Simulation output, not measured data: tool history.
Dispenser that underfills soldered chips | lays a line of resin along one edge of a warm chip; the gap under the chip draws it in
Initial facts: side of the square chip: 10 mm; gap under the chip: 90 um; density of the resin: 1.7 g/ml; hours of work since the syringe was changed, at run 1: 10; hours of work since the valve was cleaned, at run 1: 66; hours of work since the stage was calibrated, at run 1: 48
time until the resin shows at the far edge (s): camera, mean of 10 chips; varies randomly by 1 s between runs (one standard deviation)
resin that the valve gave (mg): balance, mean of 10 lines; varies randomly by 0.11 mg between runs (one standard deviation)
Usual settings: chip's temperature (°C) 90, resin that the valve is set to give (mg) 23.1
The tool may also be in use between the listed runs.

run,day,chip's temperature (°C),resin that the valve is set to give (mg),hours of work since the syringe was changed,hours of work since the valve was cleaned,hours of work since the stage was calibrated,time until the resin shows at the far edge (s),resin that the valve gave (mg)
1,0,90,23.1,10,66,48,207.9,22.34
# day 0.033: new syringe of resin
2,0.179,90,23.1,2,68,50,116.9,22.27
3,0.412,90,23.1,6,72,54,153.4,22.29
4,0.608,90,23.1,9,75,57,195.2,22.15
# day 0.7: new syringe of resin
5,0.775,90,23.1,1,78,59,103.7,22.04
6,0.9,90,23.1,3,79,61,122.7,22.13
7,1.121,103,23.1,6,83,65,110.9,22.12
8,1.279,103,23.1,9,85,67,135.1,22.05
# day 1.379: new syringe of resin
9,1.45,77,23.1,1,88,70,154.4,22.02
10,1.571,77,23.1,3,90,71,175.8,21.95
11,1.788,77,23.1,6,93,75,226.4,21.95
12,2.029,90,23.1,10,97,79,208.5,22.02
# day 2.054: new syringe of resin
13,2.262,90,23.1,3,100,82,123,21.85
14,2.454,90,23.1,6,103,85,152.5,21.73
15,2.625,90,23.1,9,106,88,186.7,21.68
# day 2.729: new syringe of resin
# day 2.796: dispensing valve cleaned and set on the balance
16,2.896,90,23.1,2,2,91,112.9,22.89
17,3.146,90,23.1,6,5,95,154.2,22.74
18,3.254,79,23.1,7,7,97,235.8,22.97
# day 3.433: new syringe of resin
19,3.512,103,29.6,1,11,100,74.2,29.1
20,3.683,91,29.6,4,14,103,125.9,29.11
21,3.788,91,29.6,6,15,105,142.3,29.32
22,3.988,101,29.6,9,18,108,137,29.16
# day 4.104: new syringe of resin
23,4.167,88,27.6,1,21,110,111.3,27.19
24,4.271,86,20.1,3,22,112,135.3,19.7
25,4.458,82,20.5,5,25,115,191.8,20.1
26,4.662,83,21,9,29,118,231.7,20.69
# day 4.783: new syringe of resin
27,4.858,83,21,1,31,121,134.8,20.69
28,5.071,90,29.1,4,35,124,135.4,28.32
29,5.221,90,29.1,7,37,126,163,28.49
# day 5.458: new syringe of resin
30,5.458,90,29.1,0,40,130,93.2,28.27
31,5.596,86,26.8,2,43,132,126.1,26.01
32,5.779,96,29,5,45,135,117.3,28.25
33,5.888,105,29.4,7,47,137,107.3,28.45
# day 6.129: new syringe of resin
34,6.138,93,28.5,0,51,140,90.1,27.53
35,6.354,104,24.2,3,54,144,86.4,23.55
36,6.462,87,23.1,5,56,145,158.4,22.36

Branching from run 36: 3 alternative next runs. What would each branch give?
A,6.671,87,22.5,8,59,148,?,?
B,6.671,93,23.4,8,59,148,?,?
C,6.671,96,28.7,8,59,148,?,?

run,time until the resin shows at the far edge (s),resin that the valve gave (mg)
A,201.4,21.67
B,169.5,22.51
C,155.4,27.9
Had the tool no hidden state, the same runs would have come out as:
run,time until the resin shows at the far edge (s),resin that the valve gave (mg)
A,104,22.41
B,87.7,23.29
C,80.7,28.86
